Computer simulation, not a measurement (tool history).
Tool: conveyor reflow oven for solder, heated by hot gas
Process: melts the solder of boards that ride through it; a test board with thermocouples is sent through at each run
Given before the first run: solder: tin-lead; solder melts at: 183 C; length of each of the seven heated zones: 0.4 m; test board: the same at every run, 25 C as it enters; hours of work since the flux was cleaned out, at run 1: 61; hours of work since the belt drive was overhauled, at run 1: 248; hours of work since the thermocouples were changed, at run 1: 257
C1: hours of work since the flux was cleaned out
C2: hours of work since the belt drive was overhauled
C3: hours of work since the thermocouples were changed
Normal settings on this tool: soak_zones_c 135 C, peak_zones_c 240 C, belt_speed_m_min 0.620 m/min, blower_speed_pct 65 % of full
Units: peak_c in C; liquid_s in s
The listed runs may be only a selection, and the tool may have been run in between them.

Run 1, hour 0.0: usual settings; C1 61; C2 248; C3 257. Result: peak_c 218.3 C, liquid_s 56.8 s.
Run 2, hour 4.6: usual settings; C1 64; C2 251; C3 260. Result: peak_c 218.4 C, liquid_s 56.5 s.
Run 3, hour 9.4: usual settings; C1 68; C2 254; C3 263. Result: peak_c 217.9 C, liquid_s 56.6 s.
Run 4, hour 16.4: usual settings but soak_zones_c 146 C; C1 73; C2 259; C3 268. Result: peak_c 220.2 C, liquid_s 63.2 s.
Run 5, hour 21.2: usual settings but soak_zones_c 146 C, blower_speed_pct 81 % of full; C1 76; C2 262; C3 271. Result: peak_c 223.7 C, liquid_s 65.1 s.
Run 6, hour 25.5: usual settings but soak_zones_c 128 C; C1 79; C2 265; C3 274. Result: peak_c 216.7 C, liquid_s 53.6 s.
Run 7, hour 31.5: usual settings but soak_zones_c 128 C; C1 83; C2 269; C3 278. Result: peak_c 216.4 C, liquid_s 53.3 s.
Run 8, hour 40.3: usual settings; C1 89; C2 275; C3 284. Result: peak_c 217.6 C, liquid_s 56.5 s.
Run 9, hour 46.0: usual settings but soak_zones_c 124 C; C1 93; C2 279; C3 288. Result: peak_c 215.8 C, liquid_s 51.3 s.
Run 10, hour 55.7: usual settings but soak_zones_c 124 C; C1 100; C2 286; C3 295. Result: peak_c 215.8 C, liquid_s 51.1 s.
Run 11, hour 64.7: usual settings but soak_zones_c 124 C, belt_speed_m_min 0.649 m/min; C1 106; C2 292; C3 301. Result: peak_c 212.7 C, liquid_s 47.2 s.
Run 12, hour 73.3: usual settings; C1 112; C2 298; C3 307. Result: peak_c 217.7 C, liquid_s 56.6 s.
Run 13, hour 77.4: usual settings; C1 115; C2 301; C3 310. Result: peak_c 217.8 C, liquid_s 56.4 s.
At hour 82.8: flux residue cleaned out of gas plates and filters.
Run 14, hour 88.5: usual settings; C1 4; C2 305; C3 314. Result: peak_c 216.7 C, liquid_s 55.6 s.
Run 15, hour 93.3: usual settings; C1 7; C2 309; C3 318. Result: peak_c 216.7 C, liquid_s 55.2 s.
Run 16, hour 99.3: usual settings but soak_zones_c 139 C, peak_zones_c 247 C, belt_speed_m_min 0.671 m/min, blower_speed_pct 53 % of full; C1 11; C2 313; C3 322. Result: peak_c 215.6 C, liquid_s 51.5 s.
Run 17, hour 109.1: usual settings but soak_zones_c 139 C, peak_zones_c 247 C, belt_speed_m_min 0.671 m/min, blower_speed_pct 53 % of full; C1 18; C2 320; C3 329. Result: peak_c 215.7 C, liquid_s 50.9 s.
Run 18, hour 119.0: usual settings; C1 25; C2 326; C3 335. Result: peak_c 216.8 C, liquid_s 55.6 s.
Run 19, hour 128.5: usual settings but soak_zones_c 134 C, peak_zones_c 245 C, belt_speed_m_min 0.617 m/min; C1 32; C2 333; C3 342. Result: peak_c 220.3 C, liquid_s 58.7 s.
At hour 137.7: flux residue cleaned out of gas plates and filters, once more.
Run 20, hour 143.5: usual settings but soak_zones_c 134 C, peak_zones_c 245 C, belt_speed_m_min 0.617 m/min; C1 4; C2 340; C3 349. Result: peak_c 223.4 C, liquid_s 60.9 s.
Run 21, hour 148.2: usual settings but belt_speed_m_min 0.699 m/min, blower_speed_pct 61 % of full; C1 7; C2 343; C3 352. Result: peak_c 213.6 C, liquid_s 46.0 s.
Run 22, hour 153.6: usual settings but peak_zones_c 230 C; C1 11; C2 347; C3 356. Result: peak_c 210.8 C, liquid_s 51.2 s.
Run 23, hour 159.1: usual settings but soak_zones_c 126 C, peak_zones_c 237 C; C1 15; C2 351; C3 360. Result: peak_c 214.4 C, liquid_s 51.1 s.
Run 24, hour 165.3: usual settings but belt_speed_m_min 0.725 m/min, blower_speed_pct 52 % of full; C1 19; C2 355; C3 364. Result: peak_c 208.1 C, liquid_s 39.1 s.
Run 25, hour 171.1: usual settings but belt_speed_m_min 0.725 m/min, blower_speed_pct 52 % of full; C1 23; C2 359; C3 368. Result: peak_c 208.0 C, liquid_s 39.3 s.
Run 26, hour 177.0: usual settings but belt_speed_m_min 0.725 m/min, blower_speed_pct 52 % of full; C1 27; C2 363; C3 372. Result: peak_c 208.1 C, liquid_s 38.9 s.
Run 27, hour 181.8: usual settings but soak_zones_c 133 C, belt_speed_m_min 0.725 m/min, blower_speed_pct 63 % of full; C1 31; C2 366; C3 375. Result: peak_c 211.6 C, liquid_s 42.2 s.
Run 28, hour 187.1: usual settings but soak_zones_c 121 C, peak_zones_c 239 C, belt_speed_m_min 0.550 m/min, blower_speed_pct 58 % of full; C1 34; C2 370; C3 379. Result: peak_c 218.3 C, liquid_s 59.2 s.
Run 29, hour 194.1: usual settings but soak_zones_c 139 C, peak_zones_c 250 C, belt_speed_m_min 0.701 m/min, blower_speed_pct 80 % of full; C1 39; C2 375; C3 384. Result: peak_c 227.7 C, liquid_s 57.1 s.
Run 30, hour 202.6: usual settings but soak_zones_c 139 C, peak_zones_c 250 C, belt_speed_m_min 0.701 m/min, blower_speed_pct 80 % of full; C1 45; C2 381; C3 390. Result: peak_c 227.1 C, liquid_s 56.7 s.

Each row is a separate what-if for the run after 30, all from the same tool condition, not one after another. Results?
Run A, hour 208.7: usual settings but soak_zones_c 139 C, peak_zones_c 254 C, belt_speed_m_min 0.570 m/min, blower_speed_pct 80 % of full; C1 49; C2 385; C3 394. Result: peak_c ?, liquid_s ?.
Run B, hour 208.7: usual settings but soak_zones_c 150 C, belt_speed_m_min 0.661 m/min; C1 49; C2 385; C3 394. Result: peak_c ?, liquid_s ?.
Run C, hour 208.7: usual settings but soak_zones_c 133 C, peak_zones_c 249 C, belt_speed_m_min 0.548 m/min; C1 49; C2 385; C3 394. Result: peak_c ?, liquid_s ?.

run  peak_c  liquid_s
  A   238.2      77.5
  B   219.5      59.7
  C   231.2      73.4
Had the tool no hidden state, the same runs would have come out as:
run  peak_c  liquid_s
  A   238.2      77.2
  B   219.5      59.6
  C   231.1      73.2

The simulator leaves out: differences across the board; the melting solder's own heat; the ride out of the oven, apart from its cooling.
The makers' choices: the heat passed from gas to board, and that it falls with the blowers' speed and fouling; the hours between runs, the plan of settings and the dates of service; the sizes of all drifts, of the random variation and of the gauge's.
